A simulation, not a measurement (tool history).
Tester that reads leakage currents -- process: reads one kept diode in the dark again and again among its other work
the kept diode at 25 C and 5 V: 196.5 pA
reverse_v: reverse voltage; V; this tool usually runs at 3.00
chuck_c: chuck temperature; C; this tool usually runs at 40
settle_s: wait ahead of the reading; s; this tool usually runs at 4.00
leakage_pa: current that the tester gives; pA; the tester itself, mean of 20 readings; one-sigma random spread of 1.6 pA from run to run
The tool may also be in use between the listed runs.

| run | hour | reverse_v | chuck_c | settle_s | leakage_pa |
|---|---|---|---|---|---|
| 1 | 0.0 | 3.00 | 40 | 4.00 | 534.47 |
| 2 | 230.5 | 3.00 | 40 | 4.00 | 534.93 |
| 3 | 334.9 | 3.00 | 40 | 4.00 | 535.46 |
| 4 | 476.7 | 7.95 | 40 | 4.00 | 825.04 |
| 5 | 711.5 | 7.95 | 40 | 4.00 | 821.33 |
| 6 | 870.6 | 7.95 | 40 | 4.00 | 827.66 |
| 7 | 1096.7 | 7.95 | 40 | 4.00 | 825.46 |
| 8 | 1331.3 | 7.95 | 40 | 4.00 | 829.24 |
| 9 | 1502.6 | 3.00 | 40 | 4.00 | 534.66 |
| 10 | 1738.6 | 3.00 | 40 | 4.00 | 537.09 |
| 11 | 1948.6 | 3.00 | 40 | 4.00 | 533.48 |
| 12 | 2078.1 | 1.86 | 40 | 4.00 | 432.44 |
| 13 | 2182.1 | 12.60 | 40 | 4.00 | 1005.72 |
| 14 | 2353.3 | 12.60 | 40 | 4.00 | 1007.39 |
| 15 | 2581.3 | 12.60 | 40 | 4.00 | 1012.00 |
| 16 | 2789.5 | 12.60 | 40 | 4.00 | 1007.43 |
| 17 | 2934.4 | 2.19 | 40 | 4.00 | 467.60 |
| 18 | 3127.7 | 2.19 | 40 | 4.00 | 465.39 |
| 19 | 3361.1 | 3.00 | 49 | 4.00 | 1060.10 |
| 20 | 3525.3 | 3.00 | 49 | 4.00 | 1054.25 |
| 21 | 3684.0 | 1.32 | 40 | 4.00 | 373.85 |
| 22 | 3927.6 | 1.90 | 40 | 7.34 | 439.29 |
| 23 | 4162.1 | 4.75 | 21 | 0.51 | 138.79 |
| 24 | 4403.8 | 4.75 | 21 | 0.51 | 137.66 |
| 25 | 4600.6 | 3.00 | 50 | 0.47 | 1141.52 |
| 26 | 4810.1 | 7.41 | 40 | 1.29 | 800.62 |
| 27 | 4952.8 | 7.22 | 30 | 0.89 | 354.00 |
| 28 | 5067.0 | 7.22 | 36 | 0.58 | 580.37 |
| 29 | 5232.0 | 1.22 | 35 | 1.54 | 241.42 |
| 30 | 5349.2 | 16.97 | 23 | 1.00 | 288.55 |
| 31 | 5499.4 | 16.97 | 23 | 1.00 | 288.70 |
| 32 | 5684.6 | 2.17 | 23 | 9.04 | 114.48 |
| 33 | 5806.9 | 5.96 | 30 | 1.21 | 326.85 |
| 34 | 5915.3 | 8.68 | 47 | 0.34 | 1468.13 |
| 35 | 6121.3 | 8.68 | 47 | 0.34 | 1465.36 |
| 36 | 6294.5 | 1.60 | 27 | 4.00 | 140.68 |
| 37 | 6466.1 | 1.60 | 27 | 4.00 | 141.19 |
| 38 | 6628.3 | 1.60 | 27 | 4.00 | 140.90 |
| 39 | 6818.0 | 4.83 | 26 | 9.09 | 210.70 |

Removed from this log: 7 entries logged between the listed runs. Between which two listed runs does each belong, and how does the tool's hidden state at the listed run before it compare with that at the listed run after it?
After run 5, before run 6: probe card cleaned and baked (hour 839.3)
  stray current of the dirty probe card, pA a volt: 0.044 -> 0.02
  measured less the result without the state, leakage_pa: -1.27 -> -1.60 pA
After run 7, before run 8: chuck's temperature calibrated (hour 1323.1)
  stray current of the dirty probe card, pA a volt: 0.023 -> 0.026; true chuck temperature over the reading, C: -0.03 -> 0
  measured less the result without the state, leakage_pa: -1.77 -> -0.21 pA
After run 17, before run 18: tester calibrated (hour 2950.0); probe card cleaned and baked (hour 2993.2)
  stray current of the dirty probe card, pA a volt: 0.045 -> 0.022; current scale over the true one, %: -0.04 -> 0
  measured less the result without the state, leakage_pa: -0.93 -> -0.90 pA
After run 20, before run 21: chuck's temperature calibrated (hour 3684.0)
  stray current of the dirty probe card, pA a volt: 0.026 -> 0.028; current scale over the true one, %: 0 -> -0.01; true chuck temperature over the reading, C: -0.03 -> 0
  measured less the result without the state, leakage_pa: -2.38 -> -0.08 pA
After run 28, before run 29: probe card cleaned and baked (hour 5134.7)
  stray current of the dirty probe card, pA a volt: 0.044 -> 0.021
  measured less the result without the state, leakage_pa: -0.90 -> -0.49 pA
After run 34, before run 35: chuck's temperature calibrated (hour 6048.5)
  stray current of the dirty probe card, pA a volt: 0.029 -> 0.032; current scale over the true one, %: -0.02 -> -0.03; true chuck temperature over the reading, C: -0.03 -> 0
  measured less the result without the state, leakage_pa: -3.82 -> -0.44 pA

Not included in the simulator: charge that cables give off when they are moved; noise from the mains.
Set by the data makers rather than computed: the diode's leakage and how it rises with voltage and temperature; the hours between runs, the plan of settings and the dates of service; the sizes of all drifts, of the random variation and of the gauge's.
